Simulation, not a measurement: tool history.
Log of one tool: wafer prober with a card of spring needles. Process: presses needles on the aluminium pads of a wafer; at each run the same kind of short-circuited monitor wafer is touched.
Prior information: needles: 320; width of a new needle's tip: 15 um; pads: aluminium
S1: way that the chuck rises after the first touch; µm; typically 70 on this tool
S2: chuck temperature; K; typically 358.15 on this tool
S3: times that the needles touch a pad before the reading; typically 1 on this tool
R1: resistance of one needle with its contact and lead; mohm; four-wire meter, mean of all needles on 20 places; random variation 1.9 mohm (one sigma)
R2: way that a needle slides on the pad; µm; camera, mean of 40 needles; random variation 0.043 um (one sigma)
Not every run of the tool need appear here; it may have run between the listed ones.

run	hour	S1	S2	S3	R1	R2
1	0	70	358.15	1	365	14.17
# hour 11.1: tips cleaned on abrasive film
2	21.4	70	305.15	1	328	14.17
# hour 39.7: tips cleaned on abrasive film
3	47.9	75	358.15	1	292	15.15
# hour 52.8: height of the first contact set anew
# hour 65.8: tips cleaned on abrasive film
4	77.7	75	358.15	1	319	15.64
# hour 92.5: tips cleaned on abrasive film
5	101.2	75	358.15	1	286	15.65
# hour 120.7: tips cleaned on abrasive film
6	132.2	75	358.15	1	311	15.64
# hour 146.3: tips cleaned on abrasive film
# hour 172.6: tips cleaned on abrasive film
7	172.9	75	358.15	1	210	15.56
# hour 200.6: tips cleaned on abrasive film
8	201.4	75	358.15	1	227	15.66
# hour 227.1: tips cleaned on abrasive film
9	242.6	70	358.15	1	365	14.56
# hour 254.1: tips cleaned on abrasive film
10	267.6	70	358.15	1	357	14.5
# hour 280.5: tips cleaned on abrasive film
11	287.8	70	358.15	1	299	14.54
# hour 306.6: tips cleaned on abrasive film
12	306.6	70	358.15	1	216	14.56
13	324.3	70	358.15	1	376	14.57
# hour 334: tips cleaned on abrasive film
# hour 361.5: tips cleaned on abrasive film
14	366.6	70	346.15	1	266	14.49
# hour 388.2: tips cleaned on abrasive film
15	390.7	70	358.15	1	255	14.46
# hour 414.4: tips cleaned on abrasive film
16	427.3	70	358.15	1	344	14.49
# hour 440.4: tips cleaned on abrasive film
17	460.4	68	314.15	1	421	13.98
# hour 468.8: tips cleaned on abrasive film
18	484	64	331.15	1	410	13.14
# hour 494.8: tips cleaned on abrasive film
# hour 523.7: tips cleaned on abrasive film
19	523.9	65	328.15	2	208	13.4
20	545.5	63	381.15	1	449	12.99
# hour 551.8: tips cleaned on abrasive film
# hour 578.5: tips cleaned on abrasive film
21	582	63	300.15	1	279	12.93
# hour 606.1: tips cleaned on abrasive film
22	623.6	70	358.15	2	317	14.35
# hour 634.9: tips cleaned on abrasive film
23	644.5	70	314.15	2	274	14.34
# hour 662.3: tips cleaned on abrasive film
24	685.8	53	357.15	3	341	10.79
# hour 689: tips cleaned on abrasive film
# hour 714.9: tips cleaned on abrasive film
25	714.9	53	357.15	3	226	10.72
26	739.9	53	357.15	3	343	10.81
# hour 743: tips cleaned on abrasive film
# hour 770.5: tips cleaned on abrasive film
27	778.3	64	328.15	3	249	13.04
# hour 799.1: tips cleaned on abrasive film
28	819.1	90	304.15	2	258	18.45
# hour 825.2: tips cleaned on abrasive film
29	843.9	90	304.15	2	264	18.44
# hour 854.1: tips cleaned on abrasive film
30	878.7	72	351.15	1	409	14.65
# hour 880.6: tips cleaned on abrasive film
# hour 906.3: tips cleaned on abrasive film
31	919.9	69	313.15	2	297	14.08
# hour 934.2: tips cleaned on abrasive film
# hour 960.7: tips cleaned on abrasive film
32	960.7	69	313.15	2	196	13.98

Some steps in R1 between neighbouring runs. How much of each would the tool show without its hidden state too (settings, what came in, random variation), and how much is left for the hidden state, with any gauge scatter that isn't in both results?
Hidden state present: debris on the tips, nm; way that the needles fall short of the set height, um; tips' diameter, um; drift of the gauge itself on contact_mohm, %; drift of the gauge itself on scrub_um, %.
Run 12 -> 13: no setting changed, nothing entered. R1 +160 mohm: hidden state +162, all else -2.
Run 18 -> 19: S1 64 -> 65, S2 331.15 -> 328.15, S3 1 -> 2, tips cleaned on abrasive film, tips cleaned on abrasive film. R1 -202 mohm: hidden state -203, all else +1.
Run 19 -> 20: S1 65 -> 63, S2 328.15 -> 381.15, S3 2 -> 1. R1 +241 mohm: hidden state +228, all else +13.
Run 20 -> 21: S2 381.15 -> 300.15, tips cleaned on abrasive film, tips cleaned on abrasive film. R1 -170 mohm: hidden state -149, all else -21.
